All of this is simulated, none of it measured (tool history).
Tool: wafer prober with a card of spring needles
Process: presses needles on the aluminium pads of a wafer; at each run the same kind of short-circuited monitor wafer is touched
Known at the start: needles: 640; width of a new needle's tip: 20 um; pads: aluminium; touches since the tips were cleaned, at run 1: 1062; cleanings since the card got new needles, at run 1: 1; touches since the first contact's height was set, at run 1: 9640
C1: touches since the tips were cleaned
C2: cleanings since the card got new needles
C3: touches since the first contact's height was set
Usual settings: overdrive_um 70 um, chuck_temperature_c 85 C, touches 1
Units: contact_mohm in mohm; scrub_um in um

run 1 day=0 | overdrive_um=70 chuck_temperature_c=85 touches=1 | C1=1062 C2=1 C3=9640 | contact_mohm=293 scrub_um=13.71
run 2 day=1.046 | overdrive_um=70 chuck_temperature_c=85 touches=1 | C1=5340 C2=1 C3=13918 | contact_mohm=294 scrub_um=13.67
-- day=1.762 tips cleaned on abrasive film
run 3 day=2.05 | overdrive_um=70 chuck_temperature_c=85 touches=1 | C1=1178 C2=2 C3=18023 | contact_mohm=294 scrub_um=13.67
run 4 day=3.146 | overdrive_um=70 chuck_temperature_c=85 touches=1 | C1=5664 C2=2 C3=22509 | contact_mohm=291 scrub_um=13.64
-- day=3.758 tips cleaned on abrasive film
run 5 day=4.05 | overdrive_um=70 chuck_temperature_c=85 touches=1 | C1=1195 C2=3 C3=26193 | contact_mohm=293 scrub_um=13.62
run 6 day=4.867 | overdrive_um=70 chuck_temperature_c=85 touches=1 | C1=4538 C2=3 C3=29536 | contact_mohm=289 scrub_um=13.62
run 7 day=5.533 | overdrive_um=70 chuck_temperature_c=85 touches=1 | C1=7270 C2=3 C3=32268 | contact_mohm=291 scrub_um=13.61
-- day=5.817 tips cleaned on abrasive film
run 8 day=6.562 | overdrive_um=50 chuck_temperature_c=85 touches=1 | C1=3061 C2=4 C3=36462 | contact_mohm=302 scrub_um=9.68
run 9 day=7.679 | overdrive_um=50 chuck_temperature_c=85 touches=1 | C1=7624 C2=4 C3=41025 | contact_mohm=298 scrub_um=9.71
-- day=7.85 tips cleaned on abrasive film
run 10 day=8.292 | overdrive_um=50 chuck_temperature_c=85 touches=1 | C1=1814 C2=5 C3=43521 | contact_mohm=299 scrub_um=9.73
run 11 day=9.012 | overdrive_um=63 chuck_temperature_c=28 touches=1 | C1=4768 C2=5 C3=46475 | contact_mohm=278 scrub_um=12.23
run 12 day=9.575 | overdrive_um=66 chuck_temperature_c=34 touches=1 | C1=7066 C2=5 C3=48773 | contact_mohm=279 scrub_um=12.83
-- day=9.821 tips cleaned on abrasive film
run 13 day=10.508 | overdrive_um=63 chuck_temperature_c=94 touches=1 | C1=2825 C2=6 C3=52585 | contact_mohm=299 scrub_um=12.2
run 14 day=11.058 | overdrive_um=56 chuck_temperature_c=30 touches=3 | C1=5077 C2=6 C3=54837 | contact_mohm=277 scrub_um=10.87
run 15 day=11.575 | overdrive_um=56 chuck_temperature_c=30 touches=3 | C1=7192 C2=6 C3=56952 | contact_mohm=276 scrub_um=10.81
-- day=11.854 tips cleaned on abrasive film
run 16 day=12.458 | overdrive_um=56 chuck_temperature_c=30 touches=3 | C1=2480 C2=7 C3=60553 | contact_mohm=278 scrub_um=10.8
run 17 day=13.158 | overdrive_um=70 chuck_temperature_c=110 touches=3 | C1=5334 C2=7 C3=63407 | contact_mohm=297 scrub_um=13.56
-- day=13.85 tips cleaned on abrasive film
run 18 day=13.867 | overdrive_um=70 chuck_temperature_c=111 touches=1 | C1=57 C2=8 C3=66292 | contact_mohm=301 scrub_um=13.54
run 19 day=14.542 | overdrive_um=70 chuck_temperature_c=92 touches=2 | C1=2817 C2=8 C3=69052 | contact_mohm=298 scrub_um=13.53

3 ways to go on from here, each from the tool as it stands after run 19. What would each give?
run A day=15.212 | overdrive_um=70 chuck_temperature_c=38 touches=2 | C1=5563 C2=8 C3=71798 | contact_mohm=? scrub_um=?
run B day=15.212 | overdrive_um=70 chuck_temperature_c=31 touches=2 | C1=5563 C2=8 C3=71798 | contact_mohm=? scrub_um=?
run C day=15.212 | overdrive_um=85 chuck_temperature_c=119 touches=2 | C1=5563 C2=8 C3=71798 | contact_mohm=? scrub_um=?

run=A contact_mohm=279 scrub_um=13.55
run=B contact_mohm=275 scrub_um=13.54
run=C contact_mohm=293 scrub_um=16.45
Without the tool's hidden state the same runs would have given:
run=A contact_mohm=279 scrub_um=13.69
run=B contact_mohm=275 scrub_um=13.68
run=C contact_mohm=293 scrub_um=16.62
